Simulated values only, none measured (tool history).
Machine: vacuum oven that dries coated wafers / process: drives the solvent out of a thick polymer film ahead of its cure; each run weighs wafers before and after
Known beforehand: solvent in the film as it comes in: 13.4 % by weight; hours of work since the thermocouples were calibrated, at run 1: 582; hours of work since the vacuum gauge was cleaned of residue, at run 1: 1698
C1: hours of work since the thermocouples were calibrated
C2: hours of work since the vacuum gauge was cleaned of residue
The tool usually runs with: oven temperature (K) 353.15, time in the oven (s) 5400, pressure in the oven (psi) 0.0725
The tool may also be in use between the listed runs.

Run 1, hour 0: usual settings; C1 582; C2 1698. Result: solvent left in the film (%) 1.46.
Run 2, hour 31.4: usual settings; C1 605; C2 1722. Result: solvent left in the film (%) 1.44.
Run 3, hour 86: usual settings but time in the oven (s) 4080; C1 647; C2 1763. Result: solvent left in the film (%) 2.03.
Run 4, hour 130.4: usual settings but time in the oven (s) 4080; C1 680; C2 1797. Result: solvent left in the film (%) 2.07.
Run 5, hour 185.2: usual settings but time in the oven (s) 4080; C1 722; C2 1838. Result: solvent left in the film (%) 2.09.
Run 6, hour 256.3: usual settings but time in the oven (s) 4080; C1 776; C2 1892. Result: solvent left in the film (%) 2.18.
Run 7, hour 287.5: usual settings but time in the oven (s) 4080; C1 799; C2 1916. Result: solvent left in the film (%) 2.12.
Run 8, hour 338.4: usual settings but time in the oven (s) 3780; C1 838; C2 1954. Result: solvent left in the film (%) 2.43.
Run 9, hour 367.8: usual settings but time in the oven (s) 3780; C1 860; C2 1977. Result: solvent left in the film (%) 2.34.
Run 10, hour 415.1: usual settings but time in the oven (s) 3780; C1 896; C2 2013. Result: solvent left in the film (%) 2.42.
Run 11, hour 473: usual settings but time in the oven (s) 3780; C1 940; C2 2056. Result: solvent left in the film (%) 2.48.
Run 12, hour 519.2: usual settings but time in the oven (s) 3780; C1 975; C2 2091. Result: solvent left in the film (%) 2.4.
Run 13, hour 574.2: usual settings but pressure in the oven (psi) 0.2534; C1 1016; C2 2133. Result: solvent left in the film (%) 2.64.
Run 14, hour 620.9: usual settings but pressure in the oven (psi) 0.2534; C1 1052; C2 2168. Result: solvent left in the film (%) 2.74.
Run 15, hour 676.1: usual settings; C1 1093; C2 2210. Result: solvent left in the film (%) 1.77.
Run 16, hour 725.9: usual settings but time in the oven (s) 9600; C1 1131; C2 2248. Result: solvent left in the film (%) 1.25.
Run 17, hour 761.8: usual settings; C1 1158; C2 2275. Result: solvent left in the film (%) 1.71.
Run 18, hour 815.2: usual settings; C1 1199; C2 2315. Result: solvent left in the film (%) 1.75.
Run 19, hour 879.1: usual settings; C1 1247; C2 2364. Result: solvent left in the film (%) 1.8.
Run 20, hour 908: usual settings but pressure in the oven (psi) 0.2165; C1 1269; C2 2386. Result: solvent left in the film (%) 2.57.
At hour 943.1: oven's thermocouples calibrated.
Run 21, hour 970.3: usual settings but time in the oven (s) 6300, pressure in the oven (psi) 0.2165; C1 21; C2 2431. Result: solvent left in the film (%) 2.07.
Run 22, hour 1017.5: usual settings but time in the oven (s) 6300, pressure in the oven (psi) 0.2165; C1 56; C2 2467. Result: solvent left in the film (%) 2.01.
Run 23, hour 1051.3: usual settings; C1 82; C2 2493. Result: solvent left in the film (%) 1.54.
Run 24, hour 1090.3: usual settings but oven temperature (K) 362.15, time in the oven (s) 5940, pressure in the oven (psi) 0.1101; C1 111; C2 2522. Result: solvent left in the film (%) 0.89.
Run 25, hour 1160.6: usual settings but oven temperature (K) 362.15, time in the oven (s) 4860, pressure in the oven (psi) 0.1101; C1 165; C2 2575. Result: solvent left in the film (%) 1.1.
Run 26, hour 1212.9: usual settings but oven temperature (K) 368.15, time in the oven (s) 7440, pressure in the oven (psi) 0.2854; C1 204; C2 2615. Result: solvent left in the film (%) 1.23.
Run 27, hour 1280.3: usual settings but time in the oven (s) 3900; C1 255; C2 2666. Result: solvent left in the film (%) 2.18.
Run 28, hour 1331.3: usual settings but time in the oven (s) 3900; C1 294; C2 2705. Result: solvent left in the film (%) 2.19.
Run 29, hour 1401: usual settings but pressure in the oven (psi) 0.059; C1 347; C2 2757. Result: solvent left in the film (%) 1.57.
Run 30, hour 1439.9: usual settings but pressure in the oven (psi) 0.1144; C1 376; C2 2787. Result: solvent left in the film (%) 1.96.
Run 31, hour 1483.8: usual settings but time in the oven (s) 3420, pressure in the oven (psi) 0.1018; C1 409; C2 2820. Result: solvent left in the film (%) 2.85.
At hour 1512.3: vacuum gauge cleaned of residue and calibrated.
Run 32, hour 1525.4: usual settings but oven temperature (K) 354.15, time in the oven (s) 9180, pressure in the oven (psi) 0.1456; C1 440; C2 10. Result: solvent left in the film (%) 0.78.
Run 33, hour 1563.9: usual settings but oven temperature (K) 354.15, time in the oven (s) 9180, pressure in the oven (psi) 0.1456; C1 469; C2 39. Result: solvent left in the film (%) 0.94.
Run 34, hour 1603.5: usual settings but oven temperature (K) 341.15, time in the oven (s) 3840, pressure in the oven (psi) 0.0521; C1 499; C2 69. Result: solvent left in the film (%) 3.82.
Run 35, hour 1635.7: usual settings but oven temperature (K) 354.15, time in the oven (s) 5100, pressure in the oven (psi) 0.0479; C1 523; C2 93. Result: solvent left in the film (%) 0.81.
Run 36, hour 1697.1: usual settings but oven temperature (K) 352.15, time in the oven (s) 6360, pressure in the oven (psi) 0.103; C1 570; C2 140. Result: solvent left in the film (%) 1.1.
Run 37, hour 1736.7: usual settings but oven temperature (K) 352.15, time in the oven (s) 6360, pressure in the oven (psi) 0.103; C1 600; C2 170. Result: solvent left in the film (%) 1.05.
Run 38, hour 1794.8: usual settings but oven temperature (K) 357.15, time in the oven (s) 3720, pressure in the oven (psi) 0.038; C1 644; C2 214. Result: solvent left in the film (%) 1.24.
Run 39, hour 1832.2: usual settings but oven temperature (K) 357.15, time in the oven (s) 6240, pressure in the oven (psi) 0.0548; C1 672; C2 242. Result: solvent left in the film (%) 0.56.
Run 40, hour 1902.7: usual settings but oven temperature (K) 357.15, time in the oven (s) 6240, pressure in the oven (psi) 0.0548; C1 725; C2 296. Result: solvent left in the film (%) 0.6.
Run 41, hour 1948.7: usual settings but oven temperature (K) 357.15, time in the oven (s) 6240, pressure in the oven (psi) 0.0548; C1 760; C2 330. Result: solvent left in the film (%) 0.56.
Run 42, hour 2001.3: usual settings but oven temperature (K) 357.15, time in the oven (s) 6240, pressure in the oven (psi) 0.0548; C1 800; C2 370. Result: solvent left in the film (%) 0.62.
Run 43, hour 2035: usual settings but oven temperature (K) 357.15, time in the oven (s) 6240, pressure in the oven (psi) 0.0548; C1 825; C2 396. Result: solvent left in the film (%) 0.53.
Run 44, hour 2088: usual settings but oven temperature (K) 357.15, time in the oven (s) 6240, pressure in the oven (psi) 0.0548; C1 866; C2 436. Result: solvent left in the film (%) 0.57.
Run 45, hour 2158.6: usual settings but oven temperature (K) 357.15, time in the oven (s) 6240, pressure in the oven (psi) 0.0548; C1 919; C2 489. Result: solvent left in the film (%) 0.68.

What differs in the tool's unlogged condition from the final listed run ahead of each entry between runs to the first listed run following it?
After run 20, before run 21: oven's thermocouples calibrated (hour 943.1)
  true wafer temperature over the reading, C: -2.69 -> -0.09; true pressure over the reading, kPa: 0.838 -> 0.853
  measured minus no-state result, solvent left in the film (%): +1 -> +0.64
After run 31, before run 32: vacuum gauge cleaned of residue and calibrated (hour 1512.3)
  true wafer temperature over the reading, C: -0.91 -> -0.97; true pressure over the reading, kPa: 0.989 -> 0.015
  measured minus no-state result, solvent left in the film (%): +0.84 -> +0.06
